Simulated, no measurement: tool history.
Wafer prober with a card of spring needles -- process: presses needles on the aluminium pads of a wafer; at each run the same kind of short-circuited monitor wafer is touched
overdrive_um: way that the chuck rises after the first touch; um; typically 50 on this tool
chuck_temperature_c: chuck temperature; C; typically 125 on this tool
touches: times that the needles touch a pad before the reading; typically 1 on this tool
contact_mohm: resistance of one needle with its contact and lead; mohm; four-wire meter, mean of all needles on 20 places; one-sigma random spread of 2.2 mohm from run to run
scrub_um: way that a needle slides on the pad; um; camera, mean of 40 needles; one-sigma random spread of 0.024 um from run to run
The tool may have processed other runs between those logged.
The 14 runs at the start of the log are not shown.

| run | hour | overdrive_um | chuck_temperature_c | touches | touches since the tips were cleaned | cleanings since the card got new needles | touches since the first contact's height was set | contact_mohm | scrub_um |
|---|---|---|---|---|---|---|---|---|---|
|  | 192.6 | tips cleaned on abrasive film |
| 15 | 195.9 | 55 | 125 | 1 | 2054 | 26 | 69388 | 248 | 13.71 |
|  | 202.8 | tips cleaned on abrasive film |
|  | 213.1 | tips cleaned on abrasive film |
| 16 | 214.7 | 55 | 125 | 1 | 994 | 28 | 80935 | 250 | 13.68 |
|  | 224.3 | tips cleaned on abrasive film |
| 17 | 234 | 30 | 50 | 2 | 6067 | 29 | 92930 | 240 | 7.44 |
|  | 235 | tips cleaned on abrasive film |
|  | 237.6 | gauge calibrated |
| 18 | 243.1 | 50 | 30 | 1 | 5058 | 30 | 98524 | 226 | 12.63 |
|  | 245.6 | tips cleaned on abrasive film |
|  | 256 | tips cleaned on abrasive film |
| 19 | 256 | 33 | 106 | 1 | 23 | 32 | 106448 | 251 | 8.32 |
|  | 265.7 | height of the first contact set anew |
|  | 267.2 | tips cleaned on abrasive film |
| 20 | 267.9 | 33 | 106 | 1 | 408 | 33 | 1291 | 256 | 8.33 |
|  | 278.5 | tips cleaned on abrasive film |
| 21 | 284.1 | 33 | 106 | 1 | 3508 | 34 | 11334 | 253 | 8.29 |
|  | 289.3 | tips cleaned on abrasive film |
|  | 299.4 | tips cleaned on abrasive film |
| 22 | 302.4 | 50 | 125 | 2 | 1839 | 36 | 22595 | 249 | 12.57 |
|  | 311.1 | tips cleaned on abrasive film |
| 23 | 315.9 | 50 | 125 | 2 | 2945 | 37 | 30920 | 253 | 12.53 |
|  | 322.8 | tips cleaned on abrasive film |
| 24 | 328.6 | 50 | 125 | 2 | 3642 | 38 | 38809 | 250 | 12.51 |
|  | 333.3 | tips cleaned on abrasive film |
| 25 | 341.8 | 50 | 106 | 2 | 5300 | 39 | 46973 | 246 | 12.55 |
|  | 343.7 | tips cleaned on abrasive film |
| 26 | 350.8 | 56 | 81 | 2 | 4396 | 40 | 52485 | 238 | 14.03 |
|  | 354.8 | tips cleaned on abrasive film |
| 27 | 363.7 | 70 | 81 | 2 | 5561 | 41 | 60499 | 233 | 17.5 |
|  | 365 | tips cleaned on abrasive film |
| 28 | 374.7 | 70 | 81 | 2 | 6032 | 42 | 67269 | 237 | 17.52 |
|  | 375.9 | tips cleaned on abrasive film |
|  | 386.2 | tips cleaned on abrasive film |
| 29 | 389.5 | 40 | 81 | 2 | 2099 | 44 | 76376 | 243 | 10 |
|  | 396.6 | tips cleaned on abrasive film |
| 30 | 398.9 | 49 | 81 | 2 | 1440 | 45 | 82171 | 240 | 12.21 |
|  | 406.7 | tips cleaned on abrasive film |
| 31 | 407.1 | 55 | 81 | 1 | 264 | 46 | 87227 | 241 | 13.77 |
|  | 417.5 | tips cleaned on abrasive film |
| 32 | 423.2 | 55 | 81 | 1 | 3603 | 47 | 97195 | 238 | 13.7 |

What if the next run were any one of these 4? Each begins from the tool's condition after run 32:
|  | 427.6 | tips cleaned on abrasive film |
|  | 437.8 | tips cleaned on abrasive film |
| A | 442.9 | 49 | 81 | 1 | 3191 | 49 | 109308 | ? | ? |
|  | 427.6 | tips cleaned on abrasive film |
|  | 437.8 | tips cleaned on abrasive film |
| B | 442.9 | 55 | 85 | 2 | 3191 | 49 | 109308 | ? | ? |
|  | 427.6 | tips cleaned on abrasive film |
|  | 437.8 | tips cleaned on abrasive film |
| C | 442.9 | 55 | 25 | 1 | 3191 | 49 | 109308 | ? | ? |
|  | 427.6 | tips cleaned on abrasive film |
|  | 437.8 | tips cleaned on abrasive film |
| D | 442.9 | 50 | 71 | 1 | 3191 | 49 | 109308 | ? | ? |

| run | contact_mohm | scrub_um |
|---|---|---|
| A | 240 | 12.21 |
| B | 239 | 13.69 |
| C | 228 | 13.72 |
| D | 241 | 12.42 |
Take away the tool's hidden state, keep each run's random variation, and the runs would have read:
| run | contact_mohm | scrub_um |
|---|---|---|
| A | 240 | 12.4 |
| B | 239 | 13.9 |
| C | 228 | 13.94 |
| D | 241 | 12.62 |
